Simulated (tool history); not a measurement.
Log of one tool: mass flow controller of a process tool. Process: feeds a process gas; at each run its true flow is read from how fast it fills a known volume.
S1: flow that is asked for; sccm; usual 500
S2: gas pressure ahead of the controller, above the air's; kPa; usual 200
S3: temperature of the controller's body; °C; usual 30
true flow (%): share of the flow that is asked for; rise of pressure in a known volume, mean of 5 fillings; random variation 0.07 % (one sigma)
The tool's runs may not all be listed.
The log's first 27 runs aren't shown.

run 28 hour=11057.0 | S1=638 S2=224 S3=31 | true_flow_(%)=101.47
run 29 hour=11367.7 | S1=108 S2=153 S3=30 | true_flow_(%)=103.79
run 30 hour=11791.3 | S1=108 S2=153 S3=30 | true_flow_(%)=104.47
run 31 hour=12131.4 | S1=733 S2=153 S3=29 | true_flow_(%)=102.30
run 32 hour=12477.6 | S1=342 S2=211 S3=21 | true_flow_(%)=101.19
run 33 hour=12849.9 | S1=342 S2=211 S3=21 | true_flow_(%)=101.40
run 34 hour=13299.2 | S1=289 S2=211 S3=21 | true_flow_(%)=101.96
run 35 hour=13772.0 | S1=972 S2=224 S3=35 | true_flow_(%)=103.42
run 36 hour=14238.3 | S1=124 S2=240 S3=36 | true_flow_(%)=107.79
run 37 hour=14771.9 | S1=124 S2=225 S3=36 | true_flow_(%)=108.55
run 38 hour=15189.2 | S1=500 S2=170 S3=30 | true_flow_(%)=103.33
run 39 hour=15465.0 | S1=562 S2=200 S3=20 | true_flow_(%)=102.26
run 40 hour=15773.8 | S1=309 S2=176 S3=20 | true_flow_(%)=103.68
-- hour=15800.0 controller exchanged for a calibrated one
run 41 hour=16198.6 | S1=631 S2=261 S3=27 | true_flow_(%)=99.15
run 42 hour=16478.3 | S1=813 S2=167 S3=30 | true_flow_(%)=100.37
run 43 hour=16727.4 | S1=722 S2=200 S3=30 | true_flow_(%)=100.15
run 44 hour=16998.3 | S1=722 S2=200 S3=30 | true_flow_(%)=100.28
run 45 hour=17303.8 | S1=722 S2=200 S3=30 | true_flow_(%)=100.31
run 46 hour=17567.3 | S1=973 S2=149 S3=30 | true_flow_(%)=101.14
run 47 hour=17972.2 | S1=500 S2=224 S3=30 | true_flow_(%)=100.02

Forecast each of these 5 alternatives for the next run:
run A hour=18284.1 | S1=120 S2=210 S3=37 | true_flow_(%)=?
run B hour=18284.1 | S1=725 S2=224 S3=23 | true_flow_(%)=?
run C hour=18284.1 | S1=331 S2=200 S3=39 | true_flow_(%)=?
run D hour=18284.1 | S1=230 S2=145 S3=30 | true_flow_(%)=?
run E hour=18284.1 | S1=744 S2=181 S3=20 | true_flow_(%)=?

run=A true_flow_(%)=102.52
run=B true_flow_(%)=99.74
run=C true_flow_(%)=101.24
run=D true_flow_(%)=100.82
run=E true_flow_(%)=99.83
Without the tool's hidden state the same runs would have given:
run=A true_flow_(%)=98.70
run=B true_flow_(%)=98.84
run=C true_flow_(%)=99.65
run=D true_flow_(%)=98.67
run=E true_flow_(%)=98.95
